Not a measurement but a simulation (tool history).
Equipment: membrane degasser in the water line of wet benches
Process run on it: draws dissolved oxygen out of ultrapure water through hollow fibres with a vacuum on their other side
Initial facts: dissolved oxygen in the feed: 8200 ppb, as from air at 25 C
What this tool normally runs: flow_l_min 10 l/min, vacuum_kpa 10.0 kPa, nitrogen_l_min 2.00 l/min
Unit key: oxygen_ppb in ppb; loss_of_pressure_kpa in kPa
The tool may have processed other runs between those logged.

| run | day | flow_l_min | vacuum_kpa | nitrogen_l_min | oxygen_ppb | loss_of_pressure_kpa |
|---|---|---|---|---|---|---|
| 1 | 0.000 | 10 | 10.0 | 2.00 | 88.0 | 30.47 |
| 2 | 10.354 | 10 | 10.0 | 3.90 | 49.3 | 30.39 |
| 3 | 21.325 | 10 | 10.0 | 2.00 | 88.1 | 30.58 |
| 4 | 26.079 | 10 | 10.0 | 2.00 | 88.4 | 30.62 |
| 5 | 33.904 | 10 | 10.0 | 2.00 | 89.7 | 30.86 |
| 6 | 43.288 | 10 | 10.0 | 2.00 | 87.0 | 30.91 |
| 7 | 49.338 | 10 | 10.0 | 2.00 | 88.3 | 30.65 |
| 8 | 56.758 | 10 | 10.0 | 2.00 | 88.2 | 30.70 |
| 9 | 63.162 | 10 | 10.0 | 2.00 | 87.8 | 30.55 |
| 10 | 68.025 | 10 | 10.0 | 2.00 | 90.2 | 31.06 |
| 11 | 74.988 | 8 | 10.0 | 2.00 | 67.8 | 24.88 |
| 12 | 86.312 | 8 | 10.0 | 2.00 | 69.1 | 24.81 |
| 13 | 92.125 | 8 | 10.0 | 2.00 | 67.6 | 24.52 |
| 14 | 99.154 | 8 | 10.0 | 2.00 | 69.6 | 24.63 |
| 15 | 104.812 | 10 | 10.0 | 2.00 | 89.7 | 30.91 |
| 16 | 111.721 | 10 | 10.0 | 1.21 | 138.7 | 30.84 |
| 17 | 118.254 | 15 | 10.0 | 2.45 | 147.2 | 46.60 |
| 18 | 128.250 | 15 | 10.0 | 2.45 | 146.0 | 46.46 |
| 19 | 135.417 | 11 | 12.5 | 1.48 | 172.2 | 34.11 |
| 20 | 145.858 | 10 | 14.5 | 5.58 | 56.4 | 31.05 |
| 21 | 151.038 | 10 | 14.5 | 5.58 | 55.9 | 30.84 |
| 22 | 159.471 | 10 | 14.5 | 3.38 | 88.4 | 31.06 |
| 23 | 167.792 | 10 | 10.0 | 4.15 | 46.8 | 31.03 |
| 24 | 175.446 | 12 | 14.5 | 4.15 | 97.3 | 37.03 |
| 25 | 185.088 | 12 | 13.5 | 3.11 | 112.1 | 37.38 |
| 26 | 191.225 | 10 | 19.4 | 1.00 | 375.0 | 31.29 |
| 27 | 197.471 | 15 | 12.8 | 5.61 | 107.4 | 46.56 |
| 28 | 205.000 | 10 | 13.4 | 2.09 | 124.6 | 31.27 |
| 29 | 212.296 | 12 | 18.3 | 1.40 | 310.4 | 36.67 |
| 30 | 221.938 | 12 | 18.3 | 1.40 | 307.3 | 36.43 |
| 31 | 230.683 | 8 | 10.7 | 1.36 | 106.8 | 24.32 |

Withheld: 4 entries from between the runs. Position of each, and hidden state at the listed run before versus the listed run after:
From run 5 to run 6: seals of the vacuum lines changed (day 37.467)
  air that leaks in behind the membrane, l/min: 0.0026 -> 0.0021; drift of the gauge itself on loss_of_pressure_kpa, %: 0.47 -> 0.6
  measured value less the no-hidden-state value, oxygen_ppb: +0.4 -> +0.2 ppb; loss_of_pressure_kpa: +0.19 -> +0.23 kPa
From run 26 to run 27: vacuum gauge calibrated (day 195.892)
  true pressure behind the membrane over the reading, kPa: 0.02 -> 0; drift of the gauge itself on loss_of_pressure_kpa, %: 2.67 -> 2.76
  measured value less the no-hidden-state value, oxygen_ppb: +1.1 -> +0.5 ppb; loss_of_pressure_kpa: +0.88 -> +1.35 kPa
From run 27 to run 28: seals of the vacuum lines changed (day 200.746)
  air that leaks in behind the membrane, l/min: 0.0026 -> 0.0021; drift of the gauge itself on loss_of_pressure_kpa, %: 2.76 -> 2.86
  measured value less the no-hidden-state value, oxygen_ppb: +0.5 -> +0.1 ppb; loss_of_pressure_kpa: +1.35 -> +0.93 kPa
From run 28 to run 29: gauge calibrated (day 207.396)
  drift of the gauge itself on loss_of_pressure_kpa, %: 2.86 -> 0.07
  measured value less the no-hidden-state value, oxygen_ppb: +0.1 -> +0.3 ppb; loss_of_pressure_kpa: +0.93 -> +0.10 kPa

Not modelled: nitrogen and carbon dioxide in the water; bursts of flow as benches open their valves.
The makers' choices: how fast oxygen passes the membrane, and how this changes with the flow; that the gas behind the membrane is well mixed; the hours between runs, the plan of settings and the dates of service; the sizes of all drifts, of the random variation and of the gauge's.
